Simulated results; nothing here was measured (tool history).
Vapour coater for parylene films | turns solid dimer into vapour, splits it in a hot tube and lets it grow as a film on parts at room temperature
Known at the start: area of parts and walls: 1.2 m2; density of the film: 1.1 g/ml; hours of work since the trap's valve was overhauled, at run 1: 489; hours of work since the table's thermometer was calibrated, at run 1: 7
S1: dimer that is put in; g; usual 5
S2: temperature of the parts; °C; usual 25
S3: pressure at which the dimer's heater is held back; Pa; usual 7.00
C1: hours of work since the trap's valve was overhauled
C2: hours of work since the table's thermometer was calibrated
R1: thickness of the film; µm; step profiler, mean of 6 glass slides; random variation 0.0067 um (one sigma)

run	hour	S1	S2	S3	C1	C2	R1
1	0.0	5	25	7.00	489	7	2.661
2	9.5	5	25	7.00	496	14	2.661
3	26.0	5	25	7.00	507	25	2.655
4	41.7	5	25	7.00	518	36	2.661
5	59.6	5	25	7.00	531	49	2.644
6	74.1	5	25	7.00	541	59	2.648
7	89.2	5	25	7.00	552	70	2.647
8	107.2	5	25	7.00	565	82	2.644
9	114.9	5	25	7.00	570	88	2.646
10	132.9	5	25	3.44	583	101	2.946
11	150.5	5	25	7.00	595	113	2.646
12	167.7	5	25	7.00	607	125	2.636
13	177.7	2	25	7.00	614	132	1.052
14	186.2	5	25	7.00	620	138	2.630
15	198.0	6	21	3.12	629	147	4.203
16	211.4	8	21	2.31	638	156	5.573
# hour 220.2: trap's valve overhauled
17	232.5	6	18	5.79	9	168	4.057
18	244.2	6	18	5.79	17	176	4.059
19	253.6	6	24	2.96	24	183	3.658
20	270.7	6	24	2.96	36	195	3.663
21	283.9	5	21	7.00	45	205	3.032
22	291.4	7	18	7.00	50	210	4.736
23	302.6	7	18	7.00	58	218	4.721
# hour 311.7: trap's valve overhauled, once more
24	314.7	9	21	6.68	2	223	5.996
25	327.3	3	23	7.54	11	232	1.799
26	336.5	6	22	2.37	18	239	4.442
27	347.4	6	22	2.37	25	246	4.405
28	361.1	7	31	4.04	35	256	3.283

Hidden state or all else? Some run-to-run changes of R1, split into what the settings, what came in and random variation would give without the hidden state, and what is left for the hidden state (with any gauge scatter that isn't in both results):
The hidden state here: vapour lost through the trap's worn valve, %; true temperature of the parts over the reading, C; drift of the gauge itself on film_um, %.
Run 21 -> 22: S1 5 -> 7, S2 21 -> 18. R1 +1.704 µm: hidden state -0.195, all else +1.899.
Run 23 -> 24: S1 7 -> 9, S2 18 -> 21, S3 7.00 -> 6.68, trap's valve overhauled, once more. R1 +1.275 µm: hidden state +0.495, all else +0.780.
Run 24 -> 25: S1 9 -> 3, S2 21 -> 23, S3 6.68 -> 7.54. R1 -4.197 µm: hidden state -0.015, all else -4.182.
Run 25 -> 26: S1 3 -> 6, S2 23 -> 22, S3 7.54 -> 2.37. R1 +2.643 µm: hidden state -0.030, all else +2.673.
